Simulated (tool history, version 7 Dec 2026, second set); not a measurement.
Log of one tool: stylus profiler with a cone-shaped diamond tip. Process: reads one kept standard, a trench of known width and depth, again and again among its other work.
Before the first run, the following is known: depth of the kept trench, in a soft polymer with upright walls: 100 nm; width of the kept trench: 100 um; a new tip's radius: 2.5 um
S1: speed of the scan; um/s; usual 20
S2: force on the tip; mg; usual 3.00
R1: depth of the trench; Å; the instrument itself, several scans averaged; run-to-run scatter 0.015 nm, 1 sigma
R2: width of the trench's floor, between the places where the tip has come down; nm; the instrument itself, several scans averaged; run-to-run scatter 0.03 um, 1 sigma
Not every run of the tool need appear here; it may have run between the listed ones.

run 1 hour=0.0 | S1=20 S2=3.00 | R1=1012.1 R2=98070
run 2 hour=12.0 | S1=20 S2=3.00 | R1=1012.2 R2=98000
run 3 hour=31.5 | S1=20 S2=4.69 | R1=1016.3 R2=98070
run 4 hour=47.2 | S1=20 S2=4.69 | R1=1016.6 R2=98060
run 5 hour=68.7 | S1=50 S2=4.69 | R1=1016.1 R2=97970
run 6 hour=83.8 | S1=50 S2=4.69 | R1=1016.4 R2=97900
run 7 hour=105.6 | S1=20 S2=3.34 | R1=1012.8 R2=97900
run 8 hour=117.4 | S1=20 S2=3.34 | R1=1012.8 R2=97960
run 9 hour=142.9 | S1=20 S2=3.34 | R1=1012.9 R2=97910
run 10 hour=163.8 | S1=20 S2=3.34 | R1=1012.7 R2=97940
run 11 hour=186.2 | S1=20 S2=3.34 | R1=1012.7 R2=97890
run 12 hour=210.8 | S1=20 S2=2.30 | R1=1009.8 R2=97930
run 13 hour=223.7 | S1=20 S2=2.30 | R1=1009.8 R2=97850
run 14 hour=241.0 | S1=20 S2=2.30 | R1=1009.5 R2=97800
run 15 hour=261.4 | S1=20 S2=2.30 | R1=1009.9 R2=97860
run 16 hour=278.1 | S1=20 S2=3.00 | R1=1011.8 R2=97840
run 17 hour=295.3 | S1=20 S2=3.00 | R1=1011.8 R2=97850
run 18 hour=310.4 | S1=65 S2=3.00 | R1=1011.5 R2=97660
run 19 hour=335.2 | S1=65 S2=3.00 | R1=1011.4 R2=97680
run 20 hour=351.5 | S1=65 S2=3.00 | R1=1011.7 R2=97640
run 21 hour=368.7 | S1=65 S2=3.00 | R1=1011.7 R2=97630
run 22 hour=383.5 | S1=12 S2=5.15 | R1=1017.0 R2=97830
run 23 hour=400.3 | S1=23 S2=3.20 | R1=1012.3 R2=97720
run 24 hour=418.5 | S1=15 S2=4.99 | R1=1016.5 R2=97690
run 25 hour=437.2 | S1=7 S2=5.24 | R1=1017.3 R2=97760
run 26 hour=448.4 | S1=20 S2=9.00 | R1=1025.1 R2=97690
run 27 hour=472.4 | S1=7 S2=1.71 | R1=1007.7 R2=97740
run 28 hour=484.1 | S1=20 S2=4.05 | R1=1014.4 R2=97680
run 29 hour=497.5 | S1=20 S2=4.05 | R1=1014.5 R2=97740
run 30 hour=509.0 | S1=20 S2=4.05 | R1=1014.2 R2=97630
run 31 hour=533.3 | S1=20 S2=4.05 | R1=1014.1 R2=97650
run 32 hour=543.9 | S1=9 S2=1.74 | R1=1007.5 R2=97650
run 33 hour=564.4 | S1=39 S2=2.89 | R1=1011.1 R2=97630
run 34 hour=575.8 | S1=39 S2=2.89 | R1=1010.9 R2=97540
run 35 hour=590.5 | S1=26 S2=4.34 | R1=1015.0 R2=97640
run 36 hour=613.9 | S1=22 S2=1.73 | R1=1007.9 R2=97600
run 37 hour=631.3 | S1=22 S2=1.73 | R1=1007.7 R2=97550
run 38 hour=656.8 | S1=51 S2=3.00 | R1=1011.2 R2=97480
run 39 hour=673.0 | S1=51 S2=3.00 | R1=1011.2 R2=97400
run 40 hour=688.3 | S1=20 S2=8.30 | R1=1023.5 R2=97580

Measured result minus the same run's result without the hidden state. Both carry the same run-to-run variation, though not necessarily the same gauge scatter:
Hidden conditions of the tool in this case: radius of the tip, um; height scale over the true one, %; drift of the gauge itself on depth_nm, %; drift of the gauge itself on floor_um, %.
run=1 R1=-0.4 R2=-510
run=2 R1=-0.4 R2=-520
run=3 R1=-0.4 R2=-530
run=4 R1=-0.4 R2=-540
run=5 R1=-0.4 R2=-560
run=6 R1=-0.5 R2=-570
run=7 R1=-0.5 R2=-590
run=8 R1=-0.4 R2=-600
run=9 R1=-0.5 R2=-620
run=10 R1=-0.6 R2=-630
run=11 R1=-0.6 R2=-650
run=12 R1=-0.5 R2=-660
run=13 R1=-0.6 R2=-680
run=14 R1=-0.6 R2=-690
run=15 R1=-0.6 R2=-700
run=16 R1=-0.6 R2=-710
run=17 R1=-0.6 R2=-730
run=18 R1=-0.7 R2=-740
run=19 R1=-0.7 R2=-750
run=20 R1=-0.7 R2=-770
run=21 R1=-0.7 R2=-780
run=22 R1=-0.8 R2=-790
run=23 R1=-0.8 R2=-800
run=24 R1=-0.8 R2=-810
run=25 R1=-0.7 R2=-820
run=26 R1=-0.8 R2=-830
run=27 R1=-0.8 R2=-840
run=28 R1=-0.8 R2=-850
run=29 R1=-0.8 R2=-860
run=30 R1=-0.9 R2=-870
run=31 R1=-0.9 R2=-880
run=32 R1=-0.9 R2=-900
run=33 R1=-0.9 R2=-910
run=34 R1=-0.9 R2=-920
run=35 R1=-0.9 R2=-930
run=36 R1=-0.9 R2=-940
run=37 R1=-0.9 R2=-950
run=38 R1=-1.0 R2=-960
run=39 R1=-1.0 R2=-980
run=40 R1=-1.0 R2=-990
